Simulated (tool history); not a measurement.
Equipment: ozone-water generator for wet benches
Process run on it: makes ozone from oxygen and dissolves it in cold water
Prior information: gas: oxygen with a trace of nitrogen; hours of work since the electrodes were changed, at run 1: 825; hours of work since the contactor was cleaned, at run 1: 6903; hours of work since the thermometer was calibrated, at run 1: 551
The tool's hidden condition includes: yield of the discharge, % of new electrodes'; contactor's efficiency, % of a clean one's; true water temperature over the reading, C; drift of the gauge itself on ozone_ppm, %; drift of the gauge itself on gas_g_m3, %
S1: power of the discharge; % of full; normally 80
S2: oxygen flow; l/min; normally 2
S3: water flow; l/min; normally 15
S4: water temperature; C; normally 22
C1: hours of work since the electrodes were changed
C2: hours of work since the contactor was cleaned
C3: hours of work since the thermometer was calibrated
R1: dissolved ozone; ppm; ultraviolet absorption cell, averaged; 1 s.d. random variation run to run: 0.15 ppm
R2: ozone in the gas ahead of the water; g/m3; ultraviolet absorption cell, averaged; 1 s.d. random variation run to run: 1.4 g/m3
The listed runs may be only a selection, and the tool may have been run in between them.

{"run": 1, "hour": 0.0, "S1": 80, "S2": 2, "S3": 15, "S4": 22, "C1": 825, "C2": 6903, "C3": 551, "R1": 18.4, "R2": 250.9}
{"run": 2, "hour": 36.2, "S1": 89, "S2": 2, "S3": 15, "S4": 22, "C1": 854, "C2": 6932, "C3": 581, "R1": 19.2, "R2": 265.4}
{"run": 3, "hour": 121.5, "S1": 80, "S2": 2, "S3": 9, "S4": 22, "C1": 924, "C2": 7002, "C3": 651, "R1": 27.5, "R2": 252}
{"run": 4, "hour": 208.7, "S1": 80, "S2": 2, "S3": 9, "S4": 22, "C1": 996, "C2": 7074, "C3": 722, "R1": 27.6, "R2": 251.4}
{"run": 5, "hour": 272.5, "S1": 80, "S2": 2, "S3": 9, "S4": 22, "C1": 1048, "C2": 7126, "C3": 775, "R1": 27.5, "R2": 250.6}
{"run": 6, "hour": 340.9, "S1": 80, "S2": 2, "S3": 9, "S4": 22, "C1": 1104, "C2": 7182, "C3": 831, "R1": 27.8, "R2": 251.7}
{"hour": 349.0, "done": "water thermometer calibrated"}
{"run": 7, "hour": 393.3, "S1": 80, "S2": 2, "S3": 9, "S4": 22, "C1": 1147, "C2": 7224, "C3": 36, "R1": 27.2, "R2": 247.1}
{"run": 8, "hour": 439.4, "S1": 80, "S2": 2, "S3": 15, "S4": 22, "C1": 1184, "C2": 7262, "C3": 74, "R1": 18.1, "R2": 252.7}
{"run": 9, "hour": 512.8, "S1": 80, "S2": 2, "S3": 15, "S4": 22, "C1": 1244, "C2": 7322, "C3": 134, "R1": 17.9, "R2": 248.2}
{"run": 10, "hour": 595.5, "S1": 41, "S2": 2, "S3": 22, "S4": 23, "C1": 1312, "C2": 7390, "C3": 202, "R1": 8.9, "R2": 179.4}
{"hour": 633.9, "done": "contactor cleaned"}
{"run": 11, "hour": 681.1, "S1": 58, "S2": 2, "S3": 22, "S4": 27, "C1": 1379, "C2": 39, "C3": 269, "R1": 10.7, "R2": 211.1}
{"run": 12, "hour": 765.2, "S1": 41, "S2": 1.42, "S3": 21, "S4": 15, "C1": 1448, "C2": 108, "C3": 338, "R1": 9.2, "R2": 214.2}
{"run": 13, "hour": 815.5, "S1": 75, "S2": 3.05, "S3": 18, "S4": 25, "C1": 1489, "C2": 149, "C3": 379, "R1": 15.1, "R2": 190.1}
{"hour": 846.9, "done": "water thermometer calibrated, once more"}
{"run": 14, "hour": 897.2, "S1": 80, "S2": 1.23, "S3": 15, "S4": 15, "C1": 1556, "C2": 215, "C3": 41, "R1": 17.8, "R2": 323.6}
{"run": 15, "hour": 962.1, "S1": 53, "S2": 2, "S3": 15, "S4": 18, "C1": 1609, "C2": 269, "C3": 94, "R1": 15.8, "R2": 202.7}

Predict the results of run 16:
{"run": 16, "hour": 1018.4, "S1": 71, "S2": 2.49, "S3": 15, "S4": 22, "C1": 1655, "C2": 315, "C3": 140, "R1": "?", "R2": "?"}

Run 16 gave R1 17.9 ppm, R2 207.1 g/m3.
Take away the tool's hidden state, keep the run-to-run variation as it was, and the same run would have given R1 18.4 ppm, R2 212.9 g/m3.

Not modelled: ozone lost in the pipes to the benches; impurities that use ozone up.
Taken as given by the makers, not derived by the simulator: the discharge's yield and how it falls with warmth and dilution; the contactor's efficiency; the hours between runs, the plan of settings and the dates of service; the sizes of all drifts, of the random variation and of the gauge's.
